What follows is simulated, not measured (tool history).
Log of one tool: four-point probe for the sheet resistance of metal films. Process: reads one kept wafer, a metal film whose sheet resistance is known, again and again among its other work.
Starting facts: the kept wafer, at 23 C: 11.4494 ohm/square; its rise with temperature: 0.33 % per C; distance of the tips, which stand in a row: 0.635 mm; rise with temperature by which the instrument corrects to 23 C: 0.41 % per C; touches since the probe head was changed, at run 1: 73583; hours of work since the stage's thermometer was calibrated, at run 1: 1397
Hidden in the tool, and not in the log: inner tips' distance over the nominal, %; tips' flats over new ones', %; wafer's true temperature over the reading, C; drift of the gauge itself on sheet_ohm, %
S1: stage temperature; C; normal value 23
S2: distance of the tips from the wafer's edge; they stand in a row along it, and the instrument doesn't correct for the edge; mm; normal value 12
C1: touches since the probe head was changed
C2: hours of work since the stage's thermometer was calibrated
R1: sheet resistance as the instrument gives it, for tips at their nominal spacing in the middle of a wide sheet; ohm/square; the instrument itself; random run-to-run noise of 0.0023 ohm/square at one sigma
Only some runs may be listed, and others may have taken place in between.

run    hour  S1  S2      C1    C2         R1
  1       0  23  12   73583  1397   11.46735
  2    60.4  23  12   76934  1437  11.465896
  3      90  23  12   78579  1456  11.470152
  4   137.1  19  12   81191  1487  11.503882
  5   175.6  23  12   83326  1512  11.467193
  6   225.5  23  12   86100  1545   11.46665
  7     290  23  12   89679  1587  11.467283
  8   337.2  21  12   92298  1618  11.486544
  9   366.1  23  56   93902  1637  11.452412
 10   406.8  21  12   96164  1663   11.48564
 11   464.9  21  12   99387  1701  11.486672
 12   512.1  23  12  102005  1732  11.469471
 13   578.1  23   8  105668  1775  11.487548
 14   636.9  22   9  108932  1813  11.491802
 15   693.8  23  22  112090  1851  11.458691
 16   749.3  27  72  115171  1887  11.414905
 17   816.8  18  20  118919  1931   11.50606
 18   861.1  23  12  121376  1960  11.464282
      876.7  -- new probe head fitted
 19   927.5  23   4    2823  2003  11.600514
 20   984.7  19   8    5997  2040  11.523071
 21  1018.5  23  59    7870  2062  11.452253
 22  1086.3  28   5   11634  2106   11.50154
 23  1116.3  33   8   13298  2126  11.396039
 24  1152.2  23  15   15293  2150  11.465455
 25  1194.6  21   5   17648  2177  11.565609
 26  1238.2  23  37   20063  2206  11.451443

Consider 5 possible next runs. They are alternatives, not a sequence: every one starts from the tool as it was left by run 26. What does each give?
  A  1286.9  32  11  22766  2237   ?
  B  1286.9  25   4  22766  2237   ?
  C  1286.9  24  14  22766  2237   ?
  D  1286.9  24  37  22766  2237   ?
  E  1286.9  34  23  22766  2237   ?

run         R1
  A  11.388935
  B   11.58556
  C  11.452995
  D  11.442788
  E  11.357306
Stripped of hidden state, with their random variation kept, the same runs would have yielded:
run         R1
  A  11.389033
  B  11.585654
  C  11.453087
  D   11.44288
  E  11.357405

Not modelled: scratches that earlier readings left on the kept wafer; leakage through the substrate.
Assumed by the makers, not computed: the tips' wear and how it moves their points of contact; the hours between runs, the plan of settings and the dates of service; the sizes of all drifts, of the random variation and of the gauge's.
